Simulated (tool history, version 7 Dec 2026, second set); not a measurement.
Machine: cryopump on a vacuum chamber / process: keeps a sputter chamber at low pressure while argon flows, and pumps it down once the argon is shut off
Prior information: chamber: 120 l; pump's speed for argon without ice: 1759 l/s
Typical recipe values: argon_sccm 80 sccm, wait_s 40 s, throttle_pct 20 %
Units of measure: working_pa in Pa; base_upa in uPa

run     day  argon_sccm  wait_s  throttle_pct  working_pa  base_upa
  1   0.000          80      40            20      0.3951      1.97
  2   1.742          80      40            20      0.3960      2.00
  3   3.404          80      40            20      0.3951      2.00
      3.742  -- leaking fittings of the chamber tightened, without venting
  4   5.033          80      40            20      0.3977      1.63
  5   6.025          80      40            28      0.2870      1.61
  6   7.721          80      40            28      0.2877      1.70
  7   8.929          84     234            40      0.2157      0.47
     10.258  -- pump warmed up, emptied and cooled again
  8  10.500          59     217            35      0.1641      0.44
  9  12.708          59      73            53      0.1076      0.97
 10  13.688          98      31            18      0.5215      2.07

Consider 3 possible next runs. They are alternatives, not a sequence: every one starts from the tool as it was left by run 10. What does each give?
  A  15.262         101      40            20           ?         ?
  B  15.262          56     280            32           ?         ?
  C  15.262         151      31            56           ?         ?

run  working_pa  base_upa
  A      0.4891      1.59
  B      0.1692      0.39
  C      0.2628      2.08
The same runs, with their run-to-run variation unchanged, on a tool lacking any hidden condition would have given:
run  working_pa  base_upa
  A      0.4871      1.57
  B      0.1681      0.36
  C      0.2598      2.06

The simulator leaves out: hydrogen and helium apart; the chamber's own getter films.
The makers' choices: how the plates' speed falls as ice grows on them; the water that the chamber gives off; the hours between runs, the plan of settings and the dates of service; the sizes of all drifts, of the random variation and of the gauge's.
